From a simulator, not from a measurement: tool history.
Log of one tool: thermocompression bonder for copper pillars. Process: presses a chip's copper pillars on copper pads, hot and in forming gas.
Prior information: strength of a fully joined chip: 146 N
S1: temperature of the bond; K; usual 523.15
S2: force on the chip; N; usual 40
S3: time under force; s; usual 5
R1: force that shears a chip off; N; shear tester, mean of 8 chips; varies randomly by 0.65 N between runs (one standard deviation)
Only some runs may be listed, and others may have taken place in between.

{"run": 1, "hour": 0.0, "S1": 523.15, "S2": 40, "S3": 5, "R1": 81.3}
{"hour": 34.7, "done": "forming gas filter changed"}
{"run": 2, "hour": 48.7, "S1": 523.15, "S2": 40, "S3": 13, "R1": 110.9}
{"run": 3, "hour": 76.9, "S1": 500.15, "S2": 40, "S3": 5, "R1": 56.9}
{"run": 4, "hour": 109.8, "S1": 500.15, "S2": 40, "S3": 4, "R1": 52.1}
{"run": 5, "hour": 139.9, "S1": 523.15, "S2": 37, "S3": 5, "R1": 79.5}
{"run": 6, "hour": 165.7, "S1": 523.15, "S2": 37, "S3": 5, "R1": 77.3}
{"run": 7, "hour": 202.7, "S1": 523.15, "S2": 37, "S3": 5, "R1": 76.6}
{"hour": 223.0, "done": "forming gas filter changed"}
{"run": 8, "hour": 233.6, "S1": 523.15, "S2": 40, "S3": 5, "R1": 87.8}
{"run": 9, "hour": 261.3, "S1": 523.15, "S2": 40, "S3": 5, "R1": 86.0}
{"run": 10, "hour": 311.4, "S1": 523.15, "S2": 40, "S3": 5, "R1": 84.1}
{"run": 11, "hour": 347.7, "S1": 521.15, "S2": 40, "S3": 5, "R1": 81.2}
{"run": 12, "hour": 395.9, "S1": 521.15, "S2": 40, "S3": 5, "R1": 79.9}
{"hour": 414.8, "done": "forming gas filter changed"}
{"run": 13, "hour": 434.7, "S1": 521.15, "S2": 40, "S3": 5, "R1": 84.1}
{"run": 14, "hour": 478.6, "S1": 523.15, "S2": 40, "S3": 8, "R1": 97.9}
{"run": 15, "hour": 526.6, "S1": 523.15, "S2": 40, "S3": 8, "R1": 96.6}
{"run": 16, "hour": 552.0, "S1": 523.15, "S2": 40, "S3": 4, "R1": 77.5}
{"run": 17, "hour": 601.7, "S1": 523.15, "S2": 40, "S3": 4, "R1": 76.2}
{"hour": 606.0, "done": "forming gas filter changed"}
{"run": 18, "hour": 645.9, "S1": 523.15, "S2": 40, "S3": 4, "R1": 82.1}
{"run": 19, "hour": 682.3, "S1": 513.15, "S2": 30, "S3": 3, "R1": 48.7}
{"run": 20, "hour": 718.9, "S1": 542.15, "S2": 39, "S3": 8, "R1": 116.6}
{"run": 21, "hour": 751.3, "S1": 523.15, "S2": 54, "S3": 8, "R1": 111.7}
{"hour": 795.2, "done": "forming gas filter changed"}
{"run": 22, "hour": 795.2, "S1": 523.15, "S2": 54, "S3": 8, "R1": 120.3}
{"run": 23, "hour": 827.8, "S1": 523.15, "S2": 37, "S3": 7, "R1": 93.0}
{"run": 24, "hour": 865.6, "S1": 523.15, "S2": 37, "S3": 7, "R1": 91.9}
{"run": 25, "hour": 893.9, "S1": 501.15, "S2": 51, "S3": 7, "R1": 83.4}
{"run": 26, "hour": 922.4, "S1": 509.15, "S2": 40, "S3": 8, "R1": 80.8}
{"run": 27, "hour": 958.0, "S1": 509.15, "S2": 40, "S3": 8, "R1": 79.5}
{"hour": 986.0, "done": "forming gas filter changed"}
{"run": 28, "hour": 997.8, "S1": 509.15, "S2": 40, "S3": 8, "R1": 85.1}
{"run": 29, "hour": 1029.1, "S1": 523.15, "S2": 40, "S3": 12, "R1": 112.5}
{"hour": 1052.0, "done": "heater calibrated with a thermocouple chip"}
{"run": 30, "hour": 1077.7, "S1": 494.15, "S2": 51, "S3": 4, "R1": 52.1}
{"run": 31, "hour": 1098.6, "S1": 494.15, "S2": 39, "S3": 6, "R1": 47.6}
{"run": 32, "hour": 1148.6, "S1": 494.15, "S2": 31, "S3": 10, "R1": 46.1}
{"run": 33, "hour": 1170.7, "S1": 538.15, "S2": 40, "S3": 3, "R1": 81.9}
{"hour": 1178.6, "done": "forming gas filter changed"}
{"run": 34, "hour": 1199.1, "S1": 538.15, "S2": 40, "S3": 3, "R1": 86.4}
{"hour": 1213.3, "done": "force cell calibrated"}
{"run": 35, "hour": 1228.2, "S1": 538.15, "S2": 40, "S3": 3, "R1": 81.3}

4 options for the next run, each taken on its own from the tool as it stands now. Forecast them:
{"run": "A", "hour": 1256.9, "S1": 538.15, "S2": 40, "S3": 7, "R1": "?"}
{"run": "B", "hour": 1256.9, "S1": 552.15, "S2": 43, "S3": 3, "R1": "?"}
{"run": "C", "hour": 1256.9, "S1": 547.15, "S2": 40, "S3": 5, "R1": "?"}
{"run": "D", "hour": 1256.9, "S1": 538.15, "S2": 56, "S3": 3, "R1": "?"}

run=A R1=102.4
run=B R1=101.7
run=C R1=104.9
run=D R1=100.4
The same runs, with their run-to-run variation unchanged, on a tool lacking any hidden condition would have given:
run=A R1=104.4
run=B R1=103.7
run=C R1=107.0
run=D R1=102.3
